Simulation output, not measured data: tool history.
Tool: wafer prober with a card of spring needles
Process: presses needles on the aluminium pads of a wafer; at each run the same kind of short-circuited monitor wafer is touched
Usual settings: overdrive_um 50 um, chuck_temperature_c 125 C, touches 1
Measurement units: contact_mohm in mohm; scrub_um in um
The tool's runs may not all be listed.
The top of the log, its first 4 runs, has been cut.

At hour 83.4: tips cleaned on abrasive film.
Run 5, hour 95.3: usual settings but touches 2. Result: contact_mohm 345 mohm, scrub_um 7.26 um.
At hour 100.1: tips cleaned on abrasive film.
Run 6, hour 113.1: usual settings but touches 2. Result: contact_mohm 358 mohm, scrub_um 7.34 um.
At hour 117.4: tips cleaned on abrasive film.
At hour 134.4: tips cleaned on abrasive film.
Run 7, hour 134.4: usual settings but touches 2. Result: contact_mohm 258 mohm, scrub_um 7.19 um.
At hour 138.3: tips cleaned on abrasive film, once more.
At hour 155: tips cleaned on abrasive film.
Run 8, hour 163.5: usual settings but chuck_temperature_c 28 C. Result: contact_mohm 377 mohm, scrub_um 7.2 um.
At hour 171.4: tips cleaned on abrasive film.
Run 9, hour 180.2: usual settings but chuck_temperature_c 78 C. Result: contact_mohm 396 mohm, scrub_um 7.28 um.
At hour 188.7: tips cleaned on abrasive film.
Run 10, hour 200.3: usual settings. Result: contact_mohm 421 mohm, scrub_um 6.98 um.
At hour 205.5: tips cleaned on abrasive film.
At hour 222.8: tips cleaned on abrasive film.
Run 11, hour 233.7: usual settings but overdrive_um 38 um. Result: contact_mohm 562 mohm, scrub_um 5.31 um.
At hour 239.3: tips cleaned on abrasive film.
At hour 256.1: tips cleaned on abrasive film.
Run 12, hour 264.4: usual settings but overdrive_um 38 um. Result: contact_mohm 527 mohm, scrub_um 5.16 um.
At hour 274.6: tips cleaned on abrasive film.
Run 13, hour 282.3: usual settings but overdrive_um 32 um. Result: contact_mohm 614 mohm, scrub_um 4.06 um.
At hour 291.3: tips cleaned on abrasive film.
Run 14, hour 297.6: usual settings but overdrive_um 32 um. Result: contact_mohm 535 mohm, scrub_um 4.2 um.
At hour 307.9: tips cleaned on abrasive film.
At hour 324.7: tips cleaned on abrasive film.
Run 15, hour 328: usual settings but overdrive_um 32 um. Result: contact_mohm 493 mohm, scrub_um 4.41 um.
At hour 342.6: tips cleaned on abrasive film.
Run 16, hour 350.9: usual settings but overdrive_um 32 um. Result: contact_mohm 663 mohm, scrub_um 4.13 um.
At hour 361.2: tips cleaned on abrasive film.
At hour 379.2: tips cleaned on abrasive film.
Run 17, hour 379.7: usual settings but overdrive_um 32 um. Result: contact_mohm 331 mohm, scrub_um 4.25 um.
Run 18, hour 395.3: usual settings but overdrive_um 67 um, chuck_temperature_c 56 C, touches 2. Result: contact_mohm 311 mohm, scrub_um 9.53 um.
At hour 397.6: tips cleaned on abrasive film.
At hour 415.4: tips cleaned on abrasive film.
Run 19, hour 423: usual settings but overdrive_um 56 um, chuck_temperature_c 115 C, touches 2. Result: contact_mohm 316 mohm, scrub_um 8.1 um.
At hour 433.1: tips cleaned on abrasive film.
At hour 450.4: tips cleaned on abrasive film.
Run 20, hour 456.2: usual settings but overdrive_um 34 um, chuck_temperature_c 32 C. Result: contact_mohm 537 mohm, scrub_um 4.43 um.
At hour 469.3: tips cleaned on abrasive film.
Run 21, hour 472.2: usual settings but overdrive_um 55 um, chuck_temperature_c 52 C, touches 2. Result: contact_mohm 266 mohm, scrub_um 7.88 um.

Predict the results of run 22:
At hour 486.5: tips cleaned on abrasive film.
Run 22, hour 498.9: usual settings but overdrive_um 32 um, chuck_temperature_c 37 C. Result: contact_mohm ?, scrub_um ?.

{"run 22": {"contact_mohm": 821, "scrub_um": 4.13}}
With the hidden condition absent and the run-to-run variation left alone, this run would have shown contact_mohm 236 mohm, scrub_um 4.9 um.

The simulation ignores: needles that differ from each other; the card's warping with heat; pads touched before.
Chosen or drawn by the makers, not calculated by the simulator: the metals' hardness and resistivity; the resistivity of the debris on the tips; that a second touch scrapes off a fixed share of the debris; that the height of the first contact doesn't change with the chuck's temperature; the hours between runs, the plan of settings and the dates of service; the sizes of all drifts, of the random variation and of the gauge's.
